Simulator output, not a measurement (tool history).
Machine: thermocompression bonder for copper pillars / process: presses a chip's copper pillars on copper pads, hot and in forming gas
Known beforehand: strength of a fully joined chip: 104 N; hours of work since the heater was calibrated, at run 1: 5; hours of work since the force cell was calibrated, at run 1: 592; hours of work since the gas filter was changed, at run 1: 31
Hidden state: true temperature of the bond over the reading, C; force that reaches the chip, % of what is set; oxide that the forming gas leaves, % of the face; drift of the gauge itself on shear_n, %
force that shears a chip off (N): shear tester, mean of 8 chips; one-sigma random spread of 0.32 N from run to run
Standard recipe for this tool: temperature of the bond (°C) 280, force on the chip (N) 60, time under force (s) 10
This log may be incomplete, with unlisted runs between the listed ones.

run,hour,temperature of the bond (°C),force on the chip (N),time under force (s),hours of work since the heater was calibrated,hours of work since the force cell was calibrated,hours of work since the gas filter was changed,force that shears a chip off (N)
1,0,280,60,10,5,592,31,72.8
2,13.3,280,60,9,13,599,38,71
3,30.7,280,60,9,22,609,47,70.6
4,45.1,280,60,9,30,616,55,71.1
5,72.1,280,60,9,45,631,70,71.4
6,95.6,280,60,10,58,644,83,73.1
7,111.5,280,60,10,66,653,92,73.2
8,125.5,280,60,10,74,660,99,73.4
9,143.3,280,60,6,84,670,109,63.4
10,166.5,280,60,6,96,683,122,64.2
11,189.7,280,60,10,109,695,134,73.4
12,208.2,280,60,10,119,705,144,73.3
13,228.5,280,60,10,130,717,155,73.6
# hour 231.4: forming gas filter changed
14,247.3,280,60,10,140,726,9,73.7
15,261.7,282,61,10,148,734,17,75.8
16,286.4,306,48,12,161,748,30,86.5
17,312.1,286,47,28,175,762,44,89.5
18,335.2,286,45,9,188,774,57,67.8
19,357.7,280,65,6,200,787,69,66.2
20,385.9,283,60,19,216,802,84,87.3
21,411.3,310,60,18,229,816,98,97.5
22,430.2,310,60,18,240,826,108,98.3
23,454.6,310,60,6,253,840,122,83.5
24,479.9,273,83,23,267,853,136,91
25,492.4,280,60,30,274,860,142,91.7
26,509,308,69,18,283,869,151,99.7
# hour 518.2: forming gas filter changed
27,531.9,308,69,18,295,881,7,100.1

Hidden state or all else? Some run-to-run changes of force that shears a chip off (N), split into what the settings, what came in and random variation would give without the hidden state, and what is left for the hidden state (with any gauge scatter that isn't in both results):
Run 17 -> 18: force on the chip (N) 47 -> 45, time under force (s) 28 -> 9. force that shears a chip off (N) -21.7: hidden state -0.2, all else -21.5.
Run 19 -> 20: temperature of the bond (°C) 280 -> 283, force on the chip (N) 65 -> 60, time under force (s) 6 -> 19. force that shears a chip off (N) +21.1: hidden state +0.3, all else +20.8.
Run 20 -> 21: temperature of the bond (°C) 283 -> 310, time under force (s) 19 -> 18. force that shears a chip off (N) +10.2: hidden state +0.3, all else +9.9.
